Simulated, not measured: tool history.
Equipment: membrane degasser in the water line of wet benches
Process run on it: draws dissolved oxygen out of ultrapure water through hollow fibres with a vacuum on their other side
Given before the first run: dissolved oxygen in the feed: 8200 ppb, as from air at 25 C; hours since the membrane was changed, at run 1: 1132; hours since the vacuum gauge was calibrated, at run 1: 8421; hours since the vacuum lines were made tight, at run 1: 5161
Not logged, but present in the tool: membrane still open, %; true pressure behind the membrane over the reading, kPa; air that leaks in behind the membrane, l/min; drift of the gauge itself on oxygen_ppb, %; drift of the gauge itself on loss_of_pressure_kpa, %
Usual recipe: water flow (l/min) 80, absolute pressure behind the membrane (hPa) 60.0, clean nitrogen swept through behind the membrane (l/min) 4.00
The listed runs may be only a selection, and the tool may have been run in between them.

run	hour	water flow (l/min)	absolute pressure behind the membrane (hPa)	clean nitrogen swept through behind the membrane (l/min)	hours since the membrane was changed	hours since the vacuum gauge was calibrated	hours since the vacuum lines were made tight	dissolved oxygen in the water behind the degasser (ppb)	pressure that the water loses in the fibres (hPa)
1	0.0	80	60.0	4.00	1132	8421	5161	127.5	576.8
2	109.4	80	60.0	4.00	1242	8530	5271	124.3	577.4
3	201.1	80	60.0	4.00	1333	8622	5362	123.2	575.9
4	267.4	80	60.0	4.00	1400	8688	5429	121.2	575.2
5	366.9	80	60.0	4.00	1499	8788	5528	126.3	579.0
6	446.6	80	60.0	4.00	1579	8867	5608	126.2	581.7
7	521.0	80	60.0	4.00	1653	8942	5682	126.4	585.9
# hour 528.3: vacuum gauge calibrated
8	633.8	80	60.0	4.00	1766	106	5795	126.6	578.7
9	744.6	80	60.0	4.00	1876	216	5905	127.6	575.6
10	815.4	80	60.0	4.00	1947	287	5976	125.5	578.8
# hour 902.2: seals of the vacuum lines changed
11	930.3	80	60.0	1.76	2060	400	28	244.7	576.4
12	1015.4	80	60.0	1.76	2145	485	113	247.9	579.6
13	1088.9	80	60.0	1.76	2219	559	187	242.6	576.3
14	1171.1	80	60.0	1.95	2301	641	269	223.2	579.7
15	1263.2	80	60.0	4.00	2393	733	361	125.3	578.3
16	1372.1	80	60.0	4.00	2502	842	470	126.0	574.8
17	1451.3	80	60.0	4.00	2581	921	549	124.2	576.1
18	1501.4	80	60.0	4.00	2631	971	599	125.1	578.8
19	1572.4	80	60.0	4.00	2702	1042	670	123.8	578.7
20	1688.1	77	91.1	3.35	2818	1158	786	292.3	558.3
21	1791.4	64	56.5	11.75	2921	1261	889	33.2	464.4
22	1878.1	64	56.5	11.75	3008	1348	976	33.6	459.9
23	1940.3	64	56.5	11.75	3070	1410	1038	34.0	467.3
24	2020.0	64	56.5	11.75	3150	1490	1118	34.1	461.2
25	2079.7	64	118.6	10.21	3209	1549	1177	129.5	464.5
26	2138.5	64	118.6	10.21	3268	1608	1236	129.5	465.1
27	2199.4	80	146.9	4.45	3329	1669	1297	445.9	576.7
28	2291.1	81	146.9	4.45	3421	1761	1389	450.4	583.6
29	2371.9	81	146.9	5.46	3502	1842	1470	374.8	587.3
30	2489.8	116	60.0	4.00	3620	1959	1588	177.3	840.0
31	2592.8	116	60.0	4.00	3723	2063	1691	175.4	835.9
32	2675.9	85	38.2	1.84	3806	2146	1774	58.2	614.3
33	2764.7	85	38.2	1.84	3895	2234	1862	57.6	616.4

Below are 3 alternative next runs, each starting from the tool's condition after run 33. Predict each:
A	2845.0	52	56.4	2.75	3975	2315	1943	?	?
B	2845.0	85	131.6	1.84	3975	2315	1943	?	?
C	2845.0	85	38.2	3.90	3975	2315	1943	?	?

run	dissolved oxygen in the water behind the degasser (ppb)	pressure that the water loses in the fibres (hPa)
A	104.2	378.6
B	812.1	610.3
C	32.7	613.1
The same runs, with their run-to-run variation unchanged, on a tool lacking any hidden condition would have given:
run	dissolved oxygen in the water behind the degasser (ppb)	pressure that the water loses in the fibres (hPa)
A	104.1	378.4
B	811.9	610.1
C	32.6	612.9

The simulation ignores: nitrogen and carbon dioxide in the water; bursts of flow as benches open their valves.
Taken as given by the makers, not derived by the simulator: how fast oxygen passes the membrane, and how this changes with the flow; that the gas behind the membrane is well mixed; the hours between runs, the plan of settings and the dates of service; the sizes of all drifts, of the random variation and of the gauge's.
